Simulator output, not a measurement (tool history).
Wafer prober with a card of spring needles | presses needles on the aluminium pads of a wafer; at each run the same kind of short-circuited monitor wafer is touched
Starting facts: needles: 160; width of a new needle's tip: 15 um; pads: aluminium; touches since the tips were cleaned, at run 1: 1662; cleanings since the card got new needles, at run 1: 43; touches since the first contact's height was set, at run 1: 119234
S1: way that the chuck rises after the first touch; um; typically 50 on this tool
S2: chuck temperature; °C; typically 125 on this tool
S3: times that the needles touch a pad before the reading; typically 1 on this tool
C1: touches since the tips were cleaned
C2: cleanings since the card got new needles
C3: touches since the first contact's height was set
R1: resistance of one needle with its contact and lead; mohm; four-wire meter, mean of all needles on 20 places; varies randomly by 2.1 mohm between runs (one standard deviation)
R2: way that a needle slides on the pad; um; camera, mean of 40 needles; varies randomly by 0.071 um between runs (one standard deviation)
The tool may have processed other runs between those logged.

| run | hour | S1 | S2 | S3 | C1 | C2 | C3 | R1 | R2 |
|---|---|---|---|---|---|---|---|---|---|
| 1 | 0 | 50 | 125 | 1 | 1662 | 43 | 119234 | 233 | 8.89 |
|  | 17.5 | tips cleaned on abrasive film |
| 2 | 23.8 | 50 | 28 | 1 | 1762 | 44 | 125887 | 208 | 8.87 |
|  | 40.1 | tips cleaned on abrasive film |
| 3 | 53.4 | 50 | 28 | 1 | 3745 | 45 | 134208 | 211 | 8.88 |
|  | 62.1 | tips cleaned on abrasive film |
| 4 | 83.4 | 50 | 50 | 1 | 5971 | 46 | 142596 | 212 | 8.97 |
|  | 86.5 | tips cleaned on abrasive film |
| 5 | 98.5 | 50 | 50 | 1 | 3378 | 47 | 146821 | 213 | 8.97 |
|  | 109.2 | tips cleaned on abrasive film |
| 6 | 122.9 | 50 | 50 | 1 | 3844 | 48 | 153656 | 214 | 8.94 |
|  | 131.6 | tips cleaned on abrasive film |
| 7 | 150.5 | 60 | 42 | 1 | 5322 | 49 | 161402 | 210 | 10.85 |
|  | 153.4 | tips cleaned on abrasive film |
|  | 177.2 | tips cleaned on abrasive film |
| 8 | 182.3 | 60 | 42 | 1 | 1447 | 51 | 170286 | 211 | 10.64 |
|  | 199.1 | tips cleaned on abrasive film |
| 9 | 213.1 | 64 | 51 | 2 | 3937 | 52 | 178904 | 209 | 11.52 |
|  | 221 | tips cleaned on abrasive film |
| 10 | 232.5 | 46 | 51 | 3 | 3223 | 53 | 184330 | 219 | 8.22 |
|  | 237 | height of the first contact set anew |
|  | 243.6 | tips cleaned on abrasive film |
| 11 | 264.1 | 46 | 51 | 3 | 5755 | 54 | 7590 | 213 | 8.24 |
|  | 266.8 | tips cleaned on abrasive film |
|  | 288.9 | tips cleaned on abrasive film |
| 12 | 295.5 | 53 | 125 | 2 | 1858 | 56 | 16372 | 228 | 9.39 |

What if the next run were any one of these 5? Each begins from the tool's condition after run 12:
|  | 311 | tips cleaned on abrasive film |
| A | 326.3 | 53 | 125 | 3 | 4306 | 57 | 25007 | ? | ? |
|  | 311 | tips cleaned on abrasive film |
| B | 326.3 | 53 | 101 | 2 | 4306 | 57 | 25007 | ? | ? |
|  | 311 | tips cleaned on abrasive film |
| C | 326.3 | 32 | 100 | 1 | 4306 | 57 | 25007 | ? | ? |
|  | 311 | tips cleaned on abrasive film |
| D | 326.3 | 62 | 41 | 2 | 4306 | 57 | 25007 | ? | ? |
|  | 311 | tips cleaned on abrasive film |
| E | 326.3 | 53 | 31 | 2 | 4306 | 57 | 25007 | ? | ? |

| run | R1 | R2 |
|---|---|---|
| A | 227 | 9.42 |
| B | 227 | 9.51 |
| C | 238 | 5.7 |
| D | 207 | 11.01 |
| E | 205 | 9.5 |
With the hidden condition removed and each run's random variation left untouched, the same runs would have given:
| run | R1 | R2 |
|---|---|---|
| A | 227 | 9.42 |
| B | 226 | 9.51 |
| C | 237 | 5.7 |
| D | 207 | 11.01 |
| E | 205 | 9.51 |
